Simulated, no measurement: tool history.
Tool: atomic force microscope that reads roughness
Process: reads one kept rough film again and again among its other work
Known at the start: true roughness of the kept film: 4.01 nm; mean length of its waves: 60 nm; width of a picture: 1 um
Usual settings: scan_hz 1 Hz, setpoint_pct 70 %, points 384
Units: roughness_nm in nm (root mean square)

run   hour  scan_hz  setpoint_pct  points  roughness_nm
  1      0        1            70     384         3.736
  2      9        1            70     384         3.787
  3   13.4        1            66     384         3.796
  4     19        1            66     384         3.795
  5   25.8        1            66     384         3.762
  6   32.5        1            70     384         3.782
  7   38.9        1            70     384         3.761
  8   44.5      0.6            70     384         3.799
  9   51.9      0.6            70     384         3.776
 10   56.3        1            70     384         3.778
 11   61.6        1            70     384         3.755
 12   66.9        1            70     384         3.773
 13   76.4        1            70     384         3.787
 14   85.9        1            70     478         3.775
 15   93.5        1            70     478         3.764
 16  103.1        1            70     384         3.755
 17  110.6        1            70     384         3.763
 18  118.5     1.41            70     421         3.736
 19  125.5     0.74            70     384         3.785
 20  131.6     0.74            70     384         3.757
 21  140.5     0.74            70     384         3.763
 22  147.4     0.71            64     683         3.768
 23  157.5     1.31            68     384         3.743
 24  167.7     1.31            68     384         3.764
 25  174.8     2.22            81     540         3.595
 26  179.5     3.65            60     519         3.698
 27  189.6     3.65            60     519         3.704
 28  199.4        1            70     321         3.748
 29  207.5        1            70     321         3.788
 30  212.9     3.05            74     384         3.593
 31  220.6     3.24            88     384         3.349
     224.1  -- new tip fitted
 32  229.4     3.24            88     384         3.354
 33  237.6      1.2            70     276         3.779
 34  242.1      1.2            70     276         3.758

3 ways to go on from here, each from the tool as it stands after run 34. What would each give?
  A  250.9     0.94            57     384             ?
  B  250.9     1.46            70     564             ?
  C  250.9     1.55            62     910             ?

run  roughness_nm
  A         3.807
  B         3.731
  C         3.775
Without the tool's hidden state the same runs would have given:
run  roughness_nm
  A         3.808
  B         3.732
  C         3.776
